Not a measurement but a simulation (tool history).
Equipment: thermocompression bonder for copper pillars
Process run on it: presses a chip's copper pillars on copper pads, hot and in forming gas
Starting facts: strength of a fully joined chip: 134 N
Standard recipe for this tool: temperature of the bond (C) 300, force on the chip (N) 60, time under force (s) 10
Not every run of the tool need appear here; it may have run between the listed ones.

run	day	temperature of the bond (C)	force on the chip (N)	time under force (s)	force that shears a chip off (N)
1	0	300	60	10	67.6
2	0.458	326	60	10	87.5
3	1.383	326	60	10	86.7
4	2.217	300	60	10	65.5
5	2.658	300	60	10	66
6	3.367	300	60	10	65.6
7	4.212	300	60	10	64.1
8	5.029	300	60	10	65
9	5.912	300	60	10	63.7
10	6.354	300	60	10	63.2
11	7.208	300	60	9	61.5
12	8.1	300	60	9	60.5
13	8.633	300	60	9	60.9
14	9.492	300	43	10	53.1
15	10.154	300	43	10	53
16	10.85	300	43	10	51.8
17	11.6	300	43	10	52.4
18	12.071	300	43	10	50.6
19	12.829	300	60	10	59.4
20	13.529	300	60	12	63.7
21	14.046	300	60	12	63.8
22	14.8	300	60	12	62.3
23	15.238	300	60	12	63.4
24	15.704	300	60	25	79.5
25	16.208	300	60	25	78
# day 16.288: forming gas filter changed
26	16.671	300	60	25	88.3
27	17.588	277	59	5	36.8
28	18.4	277	59	5	35.9
29	18.896	325	60	10	84.5
30	19.65	277	60	7	41.2
31	20.075	319	83	6	78.4
32	20.733	319	83	6	80.5

Predict the results of run 33:
33	21.504	309	59	20	?

For run 33 the tool returned force that shears a chip off (N) 86.8.
With no hidden state in the tool, this same run would have given force that shears a chip off (N) 92.7.
